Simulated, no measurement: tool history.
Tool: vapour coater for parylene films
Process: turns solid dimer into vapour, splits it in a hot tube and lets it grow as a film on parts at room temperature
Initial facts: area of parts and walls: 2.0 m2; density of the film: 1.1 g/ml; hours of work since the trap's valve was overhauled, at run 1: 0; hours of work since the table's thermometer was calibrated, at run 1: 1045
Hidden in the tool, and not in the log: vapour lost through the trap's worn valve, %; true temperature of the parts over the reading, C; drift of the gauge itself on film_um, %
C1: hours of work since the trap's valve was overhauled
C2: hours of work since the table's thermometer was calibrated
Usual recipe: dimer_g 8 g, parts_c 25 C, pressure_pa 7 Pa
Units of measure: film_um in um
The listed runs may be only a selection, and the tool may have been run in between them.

run 1 hour=0 | dimer_g=8 parts_c=25 pressure_pa=7 | C1=0 C2=1045 | film_um=2.61
-- hour=23.1 table's thermometer calibrated
run 2 hour=41.7 | dimer_g=8 parts_c=25 pressure_pa=7 | C1=33 C2=15 | film_um=2.57
run 3 hour=84.9 | dimer_g=8 parts_c=25 pressure_pa=7 | C1=67 C2=50 | film_um=2.56
run 4 hour=109.5 | dimer_g=8 parts_c=25 pressure_pa=7 | C1=87 C2=69 | film_um=2.47
run 5 hour=145.4 | dimer_g=8 parts_c=25 pressure_pa=7 | C1=116 C2=98 | film_um=2.51
run 6 hour=183.1 | dimer_g=8 parts_c=25 pressure_pa=7 | C1=146 C2=129 | film_um=2.42
run 7 hour=215.3 | dimer_g=9 parts_c=25 pressure_pa=7 | C1=172 C2=154 | film_um=2.7
run 8 hour=246.2 | dimer_g=8 parts_c=25 pressure_pa=7 | C1=197 C2=179 | film_um=2.39
run 9 hour=283.9 | dimer_g=8 parts_c=25 pressure_pa=7 | C1=227 C2=209 | film_um=2.4
run 10 hour=307 | dimer_g=8 parts_c=25 pressure_pa=7 | C1=246 C2=228 | film_um=2.35
run 11 hour=329 | dimer_g=8 parts_c=25 pressure_pa=7 | C1=263 C2=246 | film_um=2.35
run 12 hour=352.4 | dimer_g=8 parts_c=25 pressure_pa=7 | C1=282 C2=264 | film_um=2.35
run 13 hour=380 | dimer_g=11 parts_c=30 pressure_pa=8.42 | C1=304 C2=287 | film_um=2.71
run 14 hour=408.5 | dimer_g=6 parts_c=17 pressure_pa=6.25 | C1=327 C2=309 | film_um=2.19
run 15 hour=442.8 | dimer_g=6 parts_c=17 pressure_pa=6.25 | C1=355 C2=337 | film_um=2.17
run 16 hour=464.2 | dimer_g=8 parts_c=17 pressure_pa=5.7 | C1=372 C2=354 | film_um=3
run 17 hour=490.6 | dimer_g=13 parts_c=35 pressure_pa=3.51 | C1=393 C2=375 | film_um=3.08
-- hour=500.4 trap's valve overhauled
run 18 hour=529 | dimer_g=6 parts_c=21 pressure_pa=11.49 | C1=23 C2=403 | film_um=2.03
run 19 hour=568.7 | dimer_g=4 parts_c=26 pressure_pa=9.56 | C1=55 C2=435 | film_um=1.18
run 20 hour=597.7 | dimer_g=8 parts_c=36 pressure_pa=7 | C1=78 C2=458 | film_um=1.89
run 21 hour=619.7 | dimer_g=8 parts_c=25 pressure_pa=2.81 | C1=96 C2=476 | film_um=2.9
run 22 hour=649.9 | dimer_g=3 parts_c=25 pressure_pa=7 | C1=120 C2=500 | film_um=0.94
run 23 hour=688.3 | dimer_g=12 parts_c=21 pressure_pa=7 | C1=151 C2=531 | film_um=4.18
run 24 hour=735.6 | dimer_g=12 parts_c=21 pressure_pa=7 | C1=189 C2=569 | film_um=4.15

Here are 3 independent what-if runs from the current tool condition. What would each one return?
run A hour=757.7 | dimer_g=4 parts_c=25 pressure_pa=7 | C1=207 C2=587 | film_um=?
run B hour=757.7 | dimer_g=8 parts_c=23 pressure_pa=7 | C1=207 C2=587 | film_um=?
run C hour=757.7 | dimer_g=3 parts_c=25 pressure_pa=8.39 | C1=207 C2=587 | film_um=?

run=A film_um=1.22
run=B film_um=2.62
run=C film_um=0.87
The same runs, with their run-to-run variation unchanged, on a tool lacking any hidden condition would have given:
run=A film_um=1.29
run=B film_um=2.77
run=C film_um=0.93

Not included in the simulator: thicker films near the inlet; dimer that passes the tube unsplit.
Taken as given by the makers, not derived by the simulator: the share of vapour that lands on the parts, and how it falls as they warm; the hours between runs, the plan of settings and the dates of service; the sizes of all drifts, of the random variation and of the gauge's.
